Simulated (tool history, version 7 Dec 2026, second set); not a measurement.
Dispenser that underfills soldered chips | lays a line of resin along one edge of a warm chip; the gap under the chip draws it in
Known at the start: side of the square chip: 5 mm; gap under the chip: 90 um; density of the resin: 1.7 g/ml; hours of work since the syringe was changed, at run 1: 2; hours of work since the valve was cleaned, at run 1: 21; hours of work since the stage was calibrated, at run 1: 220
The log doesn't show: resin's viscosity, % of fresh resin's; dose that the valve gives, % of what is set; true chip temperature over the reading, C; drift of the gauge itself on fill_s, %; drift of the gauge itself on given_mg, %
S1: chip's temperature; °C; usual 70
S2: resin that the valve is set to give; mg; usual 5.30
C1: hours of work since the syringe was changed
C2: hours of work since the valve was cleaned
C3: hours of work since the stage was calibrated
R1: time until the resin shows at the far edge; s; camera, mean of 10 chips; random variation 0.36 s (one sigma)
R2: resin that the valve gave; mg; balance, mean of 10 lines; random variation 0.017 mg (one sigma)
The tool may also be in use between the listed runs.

Run 1, hour 0.0: usual settings; C1 2; C2 21; C3 220. Result: R1 23.1 s, R2 5.26 mg.
At hour 4.4: new syringe of resin.
Run 2, hour 7.0: usual settings; C1 2; C2 26; C3 225. Result: R1 22.4 s, R2 5.20 mg.
At hour 12.0: new syringe of resin.
Run 3, hour 13.5: usual settings but S2 4.64 mg; C1 1; C2 31; C3 230. Result: R1 22.7 s, R2 4.55 mg.
Run 4, hour 16.9: usual settings but S2 4.64 mg; C1 4; C2 33; C3 233. Result: R1 25.0 s, R2 4.55 mg.
At hour 19.3: new syringe of resin.
Run 5, hour 23.3: usual settings but S2 4.64 mg; C1 3; C2 38; C3 237. Result: R1 25.1 s, R2 4.51 mg.
At hour 26.7: new syringe of resin.
Run 6, hour 28.0: usual settings but S2 4.64 mg; C1 1; C2 41; C3 241. Result: R1 23.1 s, R2 4.51 mg.
At hour 30.3: dispensing valve cleaned and set on the balance.
At hour 35.1: new syringe of resin.
Run 7, hour 35.3: usual settings but S2 5.60 mg; C1 0; C2 4; C3 245. Result: R1 21.4 s, R2 5.57 mg.
Run 8, hour 40.1: usual settings but S2 5.60 mg; C1 4; C2 7; C3 249. Result: R1 23.7 s, R2 5.55 mg.
At hour 42.8: new syringe of resin.
Run 9, hour 44.4: usual settings; C1 1; C2 10; C3 252. Result: R1 22.7 s, R2 5.28 mg.
Run 10, hour 48.0: usual settings; C1 4; C2 13; C3 255. Result: R1 23.5 s, R2 5.26 mg.
At hour 50.5: new syringe of resin.
Run 11, hour 53.1: usual settings but S1 58 °C, S2 6.35 mg; C1 2; C2 17; C3 258. Result: R1 34.5 s, R2 6.30 mg.
At hour 58.4: new syringe of resin.
Run 12, hour 60.8: usual settings but S1 58 °C, S2 6.35 mg; C1 2; C2 22; C3 264. Result: R1 32.2 s, R2 6.27 mg.
At hour 66.1: new syringe of resin.
Run 13, hour 66.1: usual settings but S1 65 °C, S2 6.27 mg; C1 0; C2 26; C3 268. Result: R1 23.8 s, R2 6.16 mg.
Run 14, hour 69.3: usual settings but S1 65 °C, S2 6.45 mg; C1 2; C2 28; C3 270. Result: R1 25.7 s, R2 6.33 mg.
At hour 73.5: new syringe of resin.
Run 15, hour 76.2: usual settings but S1 65 °C, S2 6.45 mg; C1 2; C2 34; C3 275. Result: R1 26.6 s, R2 6.28 mg.
At hour 81.3: new syringe of resin.
Run 16, hour 81.3: usual settings but S1 65 °C, S2 5.70 mg; C1 0; C2 37; C3 279. Result: R1 25.3 s, R2 5.57 mg.
At hour 88.6: dispensing valve cleaned and set on the balance.
Run 17, hour 88.9: usual settings but S1 65 °C, S2 5.70 mg; C1 5; C2 0; C3 284. Result: R1 29.2 s, R2 5.70 mg.
At hour 89.6: new syringe of resin.
Run 18, hour 95.5: usual settings but S1 61 °C, S2 4.70 mg; C1 4; C2 5; C3 289. Result: R1 35.2 s, R2 4.67 mg.
At hour 97.5: new syringe of resin.
Run 19, hour 100.6: usual settings; C1 2; C2 9; C3 292. Result: R1 23.1 s, R2 5.28 mg.
At hour 105.1: new syringe of resin.
Run 20, hour 106.8: usual settings but S1 58 °C; C1 1; C2 13; C3 297. Result: R1 33.6 s, R2 5.25 mg.

4 ways to go on from here, each from the tool as it stands after run 20. What would each give?
At hour 112.4: new syringe of resin.
Run A, hour 112.5: usual settings but S1 76 °C, S2 6.13 mg; C1 0; C2 17; C3 301. Result: R1 ?, R2 ?.
At hour 112.4: new syringe of resin.
Run B, hour 112.5: usual settings; C1 0; C2 17; C3 301. Result: R1 ?, R2 ?.
At hour 112.4: new syringe of resin.
Run C, hour 112.5: usual settings but S1 63 °C, S2 6.73 mg; C1 0; C2 17; C3 301. Result: R1 ?, R2 ?.
At hour 112.4: new syringe of resin.
Run D, hour 112.5: usual settings but S1 79 °C, S2 5.62 mg; C1 0; C2 17; C3 301. Result: R1 ?, R2 ?.

run    R1    R2
  A  17.7  6.05
  B  22.0  5.21
  C  26.4  6.64
  D  15.9  5.55
Without the tool's hidden state the same runs would have given:
run    R1    R2
  A  16.4  6.14
  B  20.2  5.28
  C  24.3  6.73
  D  14.6  5.62

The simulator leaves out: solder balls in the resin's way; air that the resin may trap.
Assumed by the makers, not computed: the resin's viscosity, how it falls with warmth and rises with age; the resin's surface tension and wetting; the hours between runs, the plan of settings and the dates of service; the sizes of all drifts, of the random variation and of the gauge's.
